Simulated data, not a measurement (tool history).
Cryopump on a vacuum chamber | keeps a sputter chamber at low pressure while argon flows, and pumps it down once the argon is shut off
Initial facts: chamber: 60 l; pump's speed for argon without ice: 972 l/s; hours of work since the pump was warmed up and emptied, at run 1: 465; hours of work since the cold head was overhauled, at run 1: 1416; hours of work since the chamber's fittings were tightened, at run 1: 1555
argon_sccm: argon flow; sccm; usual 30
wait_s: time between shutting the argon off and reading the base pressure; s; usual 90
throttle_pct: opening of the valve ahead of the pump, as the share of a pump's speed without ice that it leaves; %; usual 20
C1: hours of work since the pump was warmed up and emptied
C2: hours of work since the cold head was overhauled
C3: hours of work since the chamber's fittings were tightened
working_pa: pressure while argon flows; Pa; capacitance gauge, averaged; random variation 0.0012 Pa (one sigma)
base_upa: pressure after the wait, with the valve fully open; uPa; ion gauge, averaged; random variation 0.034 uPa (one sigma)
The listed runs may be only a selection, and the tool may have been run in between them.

run 1 hour=0.0 | argon_sccm=30 wait_s=90 throttle_pct=20 | C1=465 C2=1416 C3=1555 | working_pa=0.2710 base_upa=2.85
run 2 hour=88.8 | argon_sccm=30 wait_s=90 throttle_pct=20 | C1=543 C2=1494 C3=1633 | working_pa=0.2736 base_upa=2.98
run 3 hour=206.3 | argon_sccm=30 wait_s=90 throttle_pct=20 | C1=646 C2=1597 C3=1737 | working_pa=0.2762 base_upa=3.10
run 4 hour=310.3 | argon_sccm=30 wait_s=90 throttle_pct=59 | C1=738 C2=1689 C3=1828 | working_pa=0.1077 base_upa=3.25
run 5 hour=404.4 | argon_sccm=30 wait_s=90 throttle_pct=59 | C1=821 C2=1772 C3=1911 | working_pa=0.1110 base_upa=3.41
-- hour=502.2 pump warmed up, emptied and cooled again
run 6 hour=502.2 | argon_sccm=30 wait_s=90 throttle_pct=59 | C1=0 C2=1854 C3=1993 | working_pa=0.0893 base_upa=2.95
run 7 hour=572.7 | argon_sccm=30 wait_s=90 throttle_pct=21 | C1=62 C2=1916 C3=2055 | working_pa=0.2522 base_upa=2.91
run 8 hour=646.3 | argon_sccm=30 wait_s=90 throttle_pct=21 | C1=127 C2=1981 C3=2120 | working_pa=0.2537 base_upa=3.02
run 9 hour=727.3 | argon_sccm=30 wait_s=90 throttle_pct=20 | C1=198 C2=2052 C3=2191 | working_pa=0.2651 base_upa=3.08
run 10 hour=844.5 | argon_sccm=30 wait_s=25 throttle_pct=20 | C1=302 C2=2155 C3=2295 | working_pa=0.2657 base_upa=6.97
run 11 hour=926.1 | argon_sccm=30 wait_s=136 throttle_pct=20 | C1=373 C2=2227 C3=2366 | working_pa=0.2710 base_upa=2.84
run 12 hour=974.1 | argon_sccm=30 wait_s=293 throttle_pct=56 | C1=416 C2=2269 C3=2409 | working_pa=0.1039 base_upa=2.42
run 13 hour=1072.5 | argon_sccm=30 wait_s=90 throttle_pct=58 | C1=502 C2=2356 C3=2495 | working_pa=0.1017 base_upa=3.54
run 14 hour=1174.6 | argon_sccm=30 wait_s=90 throttle_pct=58 | C1=592 C2=2446 C3=2585 | working_pa=0.1057 base_upa=3.80
-- hour=1225.6 leaking fittings of the chamber tightened, without venting
run 15 hour=1243.1 | argon_sccm=30 wait_s=90 throttle_pct=58 | C1=651 C2=2505 C3=15 | working_pa=0.1077 base_upa=2.00
run 16 hour=1348.6 | argon_sccm=30 wait_s=271 throttle_pct=20 | C1=744 C2=2598 C3=108 | working_pa=0.2802 base_upa=1.06
run 17 hour=1434.3 | argon_sccm=13 wait_s=66 throttle_pct=24 | C1=819 C2=2673 C3=184 | working_pa=0.1032 base_upa=2.73

What does the tool deliver on the next run?
run 18 hour=1488.5 | argon_sccm=15 wait_s=298 throttle_pct=30 | C1=867 C2=2721 C3=232 | working_pa=? base_upa=?

Logged for run 18: working_pa 0.0998 Pa, base_upa 1.08 uPa.
On a tool with no hidden condition, and with the same random variation, this run would have come out at working_pa 0.0873 Pa, base_upa 0.76 uPa.

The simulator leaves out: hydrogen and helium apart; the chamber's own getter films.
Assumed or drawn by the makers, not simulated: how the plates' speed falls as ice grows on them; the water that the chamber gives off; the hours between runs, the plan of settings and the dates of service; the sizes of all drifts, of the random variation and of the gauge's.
